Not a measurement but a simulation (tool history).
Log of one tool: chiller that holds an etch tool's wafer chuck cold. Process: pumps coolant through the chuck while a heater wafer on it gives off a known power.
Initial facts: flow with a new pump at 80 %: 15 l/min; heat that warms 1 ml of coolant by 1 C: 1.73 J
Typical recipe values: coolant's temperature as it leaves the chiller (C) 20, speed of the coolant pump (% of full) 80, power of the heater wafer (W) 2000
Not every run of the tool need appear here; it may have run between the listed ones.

| run | hour | coolant's temperature as it leaves the chiller (C) | speed of the coolant pump (% of full) | power of the heater wafer (W) | chuck's temperature once it has settled (C) | how much warmer the coolant comes back (C) |
|---|---|---|---|---|---|---|
| 1 | 0.0 | 20 | 80 | 2000 | 43.0 | 5.20 |
| 2 | 85.5 | 20 | 80 | 2000 | 42.9 | 5.24 |
| 3 | 203.5 | 20 | 80 | 2000 | 43.1 | 5.26 |
| 4 | 261.3 | 20 | 80 | 2000 | 43.2 | 5.23 |
| 5 | 320.4 | 20 | 80 | 2000 | 43.3 | 5.19 |
| 6 | 388.2 | 20 | 80 | 2000 | 43.5 | 5.28 |
| 7 | 506.9 | 20 | 80 | 2000 | 43.4 | 5.23 |
| 8 | 605.9 | 20 | 80 | 2000 | 43.6 | 5.37 |
| 9 | 688.8 | 20 | 80 | 2000 | 43.8 | 5.36 |
| 10 | 821.4 | 20 | 80 | 2000 | 43.9 | 5.32 |
| 11 | 949.2 | 20 | 80 | 1734 | 40.9 | 4.70 |
| 12 | 1051.6 | 20 | 80 | 1734 | 40.9 | 4.72 |
| 13 | 1113.9 | 20 | 80 | 1795 | 41.7 | 4.88 |
| 14 | 1187.2 | 20 | 80 | 1795 | 41.9 | 4.89 |
|  | 1234.3 | coolant pump overhauled |
| 15 | 1321.4 | 24 | 80 | 2000 | 49.6 | 6.01 |
| 16 | 1455.9 | 24 | 80 | 2000 | 49.9 | 5.93 |
| 17 | 1560.1 | 19 | 80 | 1550 | 39.0 | 4.65 |
| 18 | 1680.4 | 15 | 61 | 1129 | 32.0 | 4.52 |
| 19 | 1781.9 | 15 | 61 | 1129 | 32.1 | 4.62 |
| 20 | 1876.5 | 11 | 61 | 1274 | 30.2 | 5.19 |
| 21 | 1993.6 | 11 | 89 | 1274 | 26.7 | 3.49 |
|  | 2071.6 | coolant pump overhauled, once more |
| 22 | 2071.6 | 28 | 91 | 2000 | 49.5 | 3.99 |
| 23 | 2181.0 | 28 | 61 | 2000 | 54.6 | 6.15 |
| 24 | 2314.4 | 28 | 61 | 2000 | 54.9 | 6.10 |
| 25 | 2449.7 | 10 | 63 | 2000 | 36.6 | 5.93 |
| 26 | 2543.6 | 19 | 66 | 2000 | 45.2 | 5.64 |
| 27 | 2626.9 | 19 | 66 | 2000 | 45.2 | 5.78 |
| 28 | 2766.0 | 26 | 90 | 1339 | 41.0 | 2.76 |
| 29 | 2823.9 | 23 | 66 | 2841 | 60.6 | 8.19 |
| 30 | 2882.1 | 27 | 77 | 1188 | 41.3 | 2.95 |
| 31 | 2965.5 | 27 | 77 | 1188 | 41.5 | 2.87 |

Predict each of these 3 candidate next runs independently; none follows another, all start after run 31:
| A | 3097.4 | 27 | 77 | 2399 | ? | ? |
| B | 3097.4 | 20 | 72 | 1521 | ? | ? |
| C | 3097.4 | 17 | 80 | 2000 | ? | ? |

| run | chuck's temperature once it has settled (C) | how much warmer the coolant comes back (C) |
|---|---|---|
| A | 57.1 | 5.94 |
| B | 39.6 | 4.05 |
| C | 41.2 | 4.75 |
Stripped of hidden state, with their random variation kept, the same runs would have yielded:
| run | chuck's temperature once it has settled (C) | how much warmer the coolant comes back (C) |
|---|---|---|
| A | 53.6 | 5.79 |
| B | 37.4 | 3.94 |
| C | 38.4 | 4.62 |
